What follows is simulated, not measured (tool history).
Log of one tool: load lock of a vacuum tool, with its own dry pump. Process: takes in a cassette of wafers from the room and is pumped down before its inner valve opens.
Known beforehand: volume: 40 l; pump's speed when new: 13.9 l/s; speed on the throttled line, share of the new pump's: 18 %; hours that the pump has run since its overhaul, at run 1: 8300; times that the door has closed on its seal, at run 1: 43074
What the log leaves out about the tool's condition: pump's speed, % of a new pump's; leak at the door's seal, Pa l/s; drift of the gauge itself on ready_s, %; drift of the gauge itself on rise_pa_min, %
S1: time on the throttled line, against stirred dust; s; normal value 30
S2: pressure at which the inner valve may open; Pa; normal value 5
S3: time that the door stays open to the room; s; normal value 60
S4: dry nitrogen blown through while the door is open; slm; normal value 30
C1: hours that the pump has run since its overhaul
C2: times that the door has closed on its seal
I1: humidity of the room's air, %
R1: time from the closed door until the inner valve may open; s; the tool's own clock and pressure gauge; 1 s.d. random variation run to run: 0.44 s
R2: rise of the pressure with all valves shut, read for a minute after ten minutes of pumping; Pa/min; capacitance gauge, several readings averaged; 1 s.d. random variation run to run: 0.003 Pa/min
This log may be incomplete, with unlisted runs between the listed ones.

{"run": 1, "hour": 0.0, "S1": 30, "S2": 5, "S3": 60, "S4": 30, "C1": 8300, "C2": 43074, "I1": 42.9, "R1": 58.1, "R2": 0.101}
{"run": 2, "hour": 201.2, "S1": 30, "S2": 5, "S3": 60, "S4": 30, "C1": 8501, "C2": 43748, "I1": 43.0, "R1": 58.5, "R2": 0.099}
{"run": 3, "hour": 434.0, "S1": 30, "S2": 5, "S3": 60, "S4": 30, "C1": 8734, "C2": 44527, "I1": 41.8, "R1": 58.5, "R2": 0.104}
{"run": 4, "hour": 699.2, "S1": 30, "S2": 5, "S3": 60, "S4": 30, "C1": 8999, "C2": 45415, "I1": 48.6, "R1": 58.2, "R2": 0.114}
{"run": 5, "hour": 957.8, "S1": 30, "S2": 5, "S3": 60, "S4": 30, "C1": 9258, "C2": 46281, "I1": 43.0, "R1": 58.9, "R2": 0.11}
{"run": 6, "hour": 1185.6, "S1": 30, "S2": 5, "S3": 60, "S4": 30, "C1": 9486, "C2": 47044, "I1": 41.6, "R1": 58.8, "R2": 0.119}
{"run": 7, "hour": 1406.4, "S1": 30, "S2": 5, "S3": 60, "S4": 30, "C1": 9707, "C2": 47783, "I1": 46.7, "R1": 60.2, "R2": 0.119}
{"run": 8, "hour": 1738.5, "S1": 30, "S2": 5, "S3": 68, "S4": 30, "C1": 10039, "C2": 48895, "I1": 49.4, "R1": 59.9, "R2": 0.127}
{"run": 9, "hour": 1914.2, "S1": 30, "S2": 5, "S3": 68, "S4": 30, "C1": 10214, "C2": 49484, "I1": 44.2, "R1": 59.7, "R2": 0.126}
{"run": 10, "hour": 2164.2, "S1": 25, "S2": 5, "S3": 60, "S4": 30, "C1": 10464, "C2": 50320, "I1": 47.8, "R1": 56.1, "R2": 0.126}
{"run": 11, "hour": 2482.5, "S1": 25, "S2": 5, "S3": 60, "S4": 30, "C1": 10783, "C2": 51386, "I1": 40.8, "R1": 55.8, "R2": 0.131}
{"run": 12, "hour": 2631.7, "S1": 25, "S2": 5, "S3": 60, "S4": 30, "C1": 10932, "C2": 51886, "I1": 44.1, "R1": 56.5, "R2": 0.128}
{"run": 13, "hour": 2862.9, "S1": 25, "S2": 5, "S3": 60, "S4": 30, "C1": 11163, "C2": 52660, "I1": 45.8, "R1": 56.0, "R2": 0.126}
{"run": 14, "hour": 3136.6, "S1": 25, "S2": 5, "S3": 60, "S4": 30, "C1": 11437, "C2": 53576, "I1": 44.5, "R1": 57.0, "R2": 0.134}
{"hour": 3256.2, "done": "dry pump taken out, an overhauled one fitted"}
{"run": 15, "hour": 3453.1, "S1": 25, "S2": 5, "S3": 60, "S4": 30, "C1": 197, "C2": 54616, "I1": 45.1, "R1": 49.3, "R2": 0.138}
{"run": 16, "hour": 3759.8, "S1": 25, "S2": 5, "S3": 60, "S4": 30, "C1": 504, "C2": 55643, "I1": 44.8, "R1": 49.3, "R2": 0.141}
{"run": 17, "hour": 3982.5, "S1": 30, "S2": 5, "S3": 60, "S4": 30, "C1": 726, "C2": 56389, "I1": 47.2, "R1": 53.6, "R2": 0.139}
{"run": 18, "hour": 4267.0, "S1": 30, "S2": 5, "S3": 60, "S4": 30, "C1": 1011, "C2": 57341, "I1": 46.5, "R1": 53.5, "R2": 0.149}
{"run": 19, "hour": 4564.5, "S1": 48, "S2": 7, "S3": 60, "S4": 30, "C1": 1308, "C2": 58337, "I1": 47.6, "R1": 68.2, "R2": 0.156}
{"run": 20, "hour": 4743.6, "S1": 48, "S2": 5, "S3": 33, "S4": 30, "C1": 1487, "C2": 58937, "I1": 46.9, "R1": 68.3, "R2": 0.141}
{"run": 21, "hour": 4993.6, "S1": 48, "S2": 5, "S3": 33, "S4": 30, "C1": 1737, "C2": 59774, "I1": 43.3, "R1": 69.0, "R2": 0.14}
{"run": 22, "hour": 5223.8, "S1": 15, "S2": 6, "S3": 65, "S4": 6, "C1": 1968, "C2": 60545, "I1": 47.5, "R1": 41.5, "R2": 0.179}
{"run": 23, "hour": 5377.3, "S1": 15, "S2": 6, "S3": 65, "S4": 6, "C1": 2121, "C2": 61059, "I1": 46.1, "R1": 41.3, "R2": 0.18}
{"run": 24, "hour": 5615.1, "S1": 30, "S2": 7, "S3": 60, "S4": 13, "C1": 2359, "C2": 61855, "I1": 46.4, "R1": 53.4, "R2": 0.169}
{"run": 25, "hour": 5947.8, "S1": 25, "S2": 5, "S3": 61, "S4": 13, "C1": 2692, "C2": 62969, "I1": 45.2, "R1": 51.0, "R2": 0.174}
{"run": 26, "hour": 6126.4, "S1": 25, "S2": 5, "S3": 25, "S4": 13, "C1": 2870, "C2": 63567, "I1": 41.7, "R1": 49.9, "R2": 0.154}
{"run": 27, "hour": 6265.8, "S1": 15, "S2": 5, "S3": 34, "S4": 13, "C1": 3010, "C2": 64034, "I1": 44.9, "R1": 42.7, "R2": 0.168}
{"run": 28, "hour": 6542.7, "S1": 43, "S2": 5, "S3": 105, "S4": 30, "C1": 3287, "C2": 64961, "I1": 45.6, "R1": 65.0, "R2": 0.19}
{"run": 29, "hour": 6779.0, "S1": 43, "S2": 5, "S3": 125, "S4": 9, "C1": 3523, "C2": 65752, "I1": 47.4, "R1": 65.2, "R2": 0.223}
{"run": 30, "hour": 6938.7, "S1": 30, "S2": 10, "S3": 115, "S4": 30, "C1": 3683, "C2": 66287, "I1": 47.0, "R1": 53.4, "R2": 0.197}
{"run": 31, "hour": 7251.3, "S1": 19, "S2": 10, "S3": 115, "S4": 30, "C1": 3995, "C2": 67334, "I1": 47.7, "R1": 44.1, "R2": 0.201}
{"run": 32, "hour": 7540.4, "S1": 30, "S2": 5, "S3": 60, "S4": 24, "C1": 4284, "C2": 68302, "I1": 43.4, "R1": 55.8, "R2": 0.185}
{"run": 33, "hour": 7821.9, "S1": 39, "S2": 8, "S3": 71, "S4": 36, "C1": 4566, "C2": 69244, "I1": 40.0, "R1": 61.1, "R2": 0.178}
{"run": 34, "hour": 8075.8, "S1": 33, "S2": 4, "S3": 101, "S4": 15, "C1": 4820, "C2": 70095, "I1": 47.6, "R1": 58.9, "R2": 0.224}
{"run": 35, "hour": 8284.2, "S1": 15, "S2": 4, "S3": 101, "S4": 15, "C1": 5028, "C2": 70792, "I1": 42.6, "R1": 44.3, "R2": 0.218}
{"run": 36, "hour": 8611.6, "S1": 15, "S2": 4, "S3": 101, "S4": 15, "C1": 5355, "C2": 71889, "I1": 44.1, "R1": 45.4, "R2": 0.224}

Hidden state or all else? Some run-to-run changes of R1, split into what the settings, what came in and random variation would give without the hidden state, and what is left for the hidden state (with any gauge scatter that isn't in both results):
Run 9 -> 10: S1 30 -> 25, S3 68 -> 60. R1 -3.6 s: hidden state +0.5, all else -4.1.
Run 14 -> 15: dry pump taken out, an overhauled one fitted. R1 -7.7 s: hidden state -7.6, all else -0.1.
Run 18 -> 19: S1 30 -> 48, S2 5 -> 7. R1 +14.7 s: hidden state +0.0, all else +14.7.
Run 21 -> 22: S1 48 -> 15, S2 5 -> 6, S3 33 -> 65, S4 30 -> 6. R1 -27.5 s: hidden state +0.2, all else -27.7.
Run 27 -> 28: S1 15 -> 43, S3 34 -> 105, S4 13 -> 30. R1 +22.3 s: hidden state -0.1, all else +22.4.
Run 34 -> 35: S1 33 -> 15. R1 -14.6 s: hidden state +0.5, all else -15.1.
